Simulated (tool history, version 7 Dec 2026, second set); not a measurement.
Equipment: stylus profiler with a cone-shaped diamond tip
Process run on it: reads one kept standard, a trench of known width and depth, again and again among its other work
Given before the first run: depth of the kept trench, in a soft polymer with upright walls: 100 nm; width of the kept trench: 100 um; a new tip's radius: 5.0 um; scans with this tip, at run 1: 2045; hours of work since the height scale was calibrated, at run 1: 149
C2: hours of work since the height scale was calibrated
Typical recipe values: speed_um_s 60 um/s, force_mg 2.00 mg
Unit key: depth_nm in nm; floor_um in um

Run 1, hour 0.0: usual settings; scans with this tip 2045; C2 149. Result: depth_nm 101.17 nm, floor_um 97.58 um.
Run 2, hour 53.6: usual settings; scans with this tip 2559; C2 187. Result: depth_nm 101.03 nm, floor_um 97.61 um.
Run 3, hour 116.7: usual settings but force_mg 1.50 mg; scans with this tip 3165; C2 231. Result: depth_nm 100.97 nm, floor_um 97.59 um.
Run 4, hour 164.7: usual settings but force_mg 1.50 mg; scans with this tip 3625; C2 265. Result: depth_nm 101.07 nm, floor_um 97.64 um.
Run 5, hour 222.6: usual settings but force_mg 3.76 mg; scans with this tip 4181; C2 305. Result: depth_nm 101.78 nm, floor_um 97.72 um.
Run 6, hour 267.3: usual settings; scans with this tip 4610; C2 336. Result: depth_nm 101.22 nm, floor_um 97.60 um.
Run 7, hour 308.4: usual settings; scans with this tip 5004; C2 365. Result: depth_nm 101.05 nm, floor_um 97.63 um.
Run 8, hour 343.2: usual settings; scans with this tip 5338; C2 390. Result: depth_nm 101.28 nm, floor_um 97.61 um.
Run 9, hour 396.8: usual settings; scans with this tip 5853; C2 427. Result: depth_nm 101.29 nm, floor_um 97.56 um.
Run 10, hour 446.7: usual settings but force_mg 5.73 mg; scans with this tip 6332; C2 462. Result: depth_nm 102.34 nm, floor_um 97.76 um.
Run 11, hour 504.4: usual settings but force_mg 5.73 mg; scans with this tip 6886; C2 502. Result: depth_nm 102.45 nm, floor_um 97.68 um.
Run 12, hour 541.6: usual settings but force_mg 5.73 mg; scans with this tip 7242; C2 528. Result: depth_nm 102.41 nm, floor_um 97.66 um.
Run 13, hour 585.8: usual settings but force_mg 5.73 mg; scans with this tip 7667; C2 559. Result: depth_nm 102.34 nm, floor_um 97.68 um.
Run 14, hour 619.9: usual settings; scans with this tip 7994; C2 583. Result: depth_nm 101.21 nm, floor_um 97.58 um.
Run 15, hour 663.9: usual settings; scans with this tip 8417; C2 614. Result: depth_nm 101.22 nm, floor_um 97.52 um.
Run 16, hour 689.9: usual settings; scans with this tip 8666; C2 632. Result: depth_nm 101.31 nm, floor_um 97.51 um.
Run 17, hour 749.2: usual settings but force_mg 0.74 mg; scans with this tip 9235; C2 674. Result: depth_nm 100.72 nm, floor_um 97.38 um.
Run 18, hour 775.9: usual settings but force_mg 0.74 mg; scans with this tip 9492; C2 693. Result: depth_nm 100.85 nm, floor_um 97.35 um.
Run 19, hour 839.6: usual settings but force_mg 0.74 mg; scans with this tip 10102; C2 737. Result: depth_nm 100.83 nm, floor_um 97.27 um.
Run 20, hour 890.3: usual settings but force_mg 0.74 mg; scans with this tip 10589; C2 773. Result: depth_nm 100.74 nm, floor_um 97.32 um.
Run 21, hour 927.4: usual settings but force_mg 0.74 mg; scans with this tip 10945; C2 799. Result: depth_nm 100.88 nm, floor_um 97.32 um.
Run 22, hour 962.4: usual settings but force_mg 0.74 mg; scans with this tip 11281; C2 823. Result: depth_nm 100.82 nm, floor_um 97.31 um.
Run 23, hour 999.1: usual settings but speed_um_s 22 um/s; scans with this tip 11633; C2 849. Result: depth_nm 101.42 nm, floor_um 97.70 um.
Run 24, hour 1045.2: usual settings but speed_um_s 18 um/s, force_mg 2.61 mg; scans with this tip 12076; C2 881. Result: depth_nm 101.52 nm, floor_um 97.70 um.
Run 25, hour 1102.0: usual settings but force_mg 1.70 mg; scans with this tip 12621; C2 921. Result: depth_nm 101.19 nm, floor_um 97.43 um.
At hour 1106.4: height scale calibrated on a step standard.
Run 26, hour 1166.1: usual settings but speed_um_s 43 um/s, force_mg 4.70 mg; scans with this tip 13231; C2 42. Result: depth_nm 102.43 nm, floor_um 97.66 um.
Run 27, hour 1216.8: usual settings but speed_um_s 43 um/s, force_mg 4.70 mg; scans with this tip 13718; C2 77. Result: depth_nm 102.47 nm, floor_um 97.61 um.
Run 28, hour 1280.8: usual settings but speed_um_s 43 um/s, force_mg 4.70 mg; scans with this tip 14332; C2 122. Result: depth_nm 102.39 nm, floor_um 97.61 um.
Run 29, hour 1345.3: usual settings but speed_um_s 24 um/s, force_mg 0.70 mg; scans with this tip 14951; C2 167. Result: depth_nm 100.98 nm, floor_um 97.54 um.
Run 30, hour 1381.5: usual settings but speed_um_s 24 um/s, force_mg 0.70 mg; scans with this tip 15299; C2 193. Result: depth_nm 101.01 nm, floor_um 97.57 um.
At hour 1439.3: height scale calibrated on a step standard, once more.
Run 31, hour 1443.8: usual settings but speed_um_s 21 um/s; scans with this tip 15891; C2 3. Result: depth_nm 101.06 nm, floor_um 97.65 um.
Run 32, hour 1482.6: usual settings but speed_um_s 137 um/s, force_mg 2.23 mg; scans with this tip 16264; C2 30. Result: depth_nm 101.19 nm, floor_um 97.03 um.
Run 33, hour 1545.1: usual settings but force_mg 0.95 mg; scans with this tip 16864; C2 74. Result: depth_nm 100.68 nm, floor_um 97.28 um.
Run 34, hour 1580.9: usual settings but speed_um_s 22 um/s, force_mg 2.59 mg; scans with this tip 17207; C2 99. Result: depth_nm 101.34 nm, floor_um 97.62 um.
Run 35, hour 1639.6: usual settings but speed_um_s 124 um/s, force_mg 3.10 mg; scans with this tip 17771; C2 140. Result: depth_nm 101.54 nm, floor_um 97.19 um.
Run 36, hour 1673.6: usual settings but speed_um_s 34 um/s, force_mg 2.69 mg; scans with this tip 18097; C2 164. Result: depth_nm 101.34 nm, floor_um 97.59 um.
Run 37, hour 1737.5: usual settings but speed_um_s 52 um/s, force_mg 5.68 mg; scans with this tip 18711; C2 209. Result: depth_nm 102.13 nm, floor_um 97.49 um.
Run 38, hour 1797.3: usual settings but speed_um_s 52 um/s, force_mg 5.68 mg; scans with this tip 19284; C2 251. Result: depth_nm 102.27 nm, floor_um 97.51 um.
Run 39, hour 1856.6: usual settings but speed_um_s 52 um/s, force_mg 5.68 mg; scans with this tip 19853; C2 292. Result: depth_nm 102.25 nm, floor_um 97.50 um.
Run 40, hour 1896.1: usual settings but speed_um_s 26 um/s, force_mg 1.01 mg; scans with this tip 20232; C2 320. Result: depth_nm 100.80 nm, floor_um 97.44 um.
Run 41, hour 1959.2: usual settings but speed_um_s 26 um/s, force_mg 1.01 mg; scans with this tip 20838; C2 364. Result: depth_nm 100.74 nm, floor_um 97.46 um.
Run 42, hour 2019.5: usual settings but speed_um_s 24 um/s, force_mg 0.97 mg; scans with this tip 21417; C2 406. Result: depth_nm 100.71 nm, floor_um 97.48 um.
Run 43, hour 2049.5: usual settings but speed_um_s 37 um/s, force_mg 0.75 mg; scans with this tip 21705; C2 427. Result: depth_nm 100.72 nm, floor_um 97.32 um.
Run 44, hour 2103.2: usual settings but speed_um_s 37 um/s, force_mg 0.75 mg; scans with this tip 22220; C2 465. Result: depth_nm 100.83 nm, floor_um 97.33 um.
Run 45, hour 2165.8: usual settings but speed_um_s 18 um/s; scans with this tip 22820; C2 509. Result: depth_nm 101.24 nm, floor_um 97.54 um.

What differs in the tool's unlogged condition from the final listed run ahead of each entry between runs to the first listed run following it?
Runs 25 to 26: height scale calibrated on a step standard (hour 1106.4)
  radius of the tip, um: 6.14 -> 6.2; height scale over the true one, %: 0.303 -> 0.435
  measured value less the no-hidden-state value, depth_nm: +0.30 -> +0.44 nm; floor_um: -0.21 -> -0.23 um
Runs 30 to 31: height scale calibrated on a step standard, once more (hour 1439.3)
  radius of the tip, um: 6.39 -> 6.44; height scale over the true one, %: 0.482 -> 0.008
  measured value less the no-hidden-state value, depth_nm: +0.48 -> +0.01 nm; floor_um: -0.26 -> -0.27 um
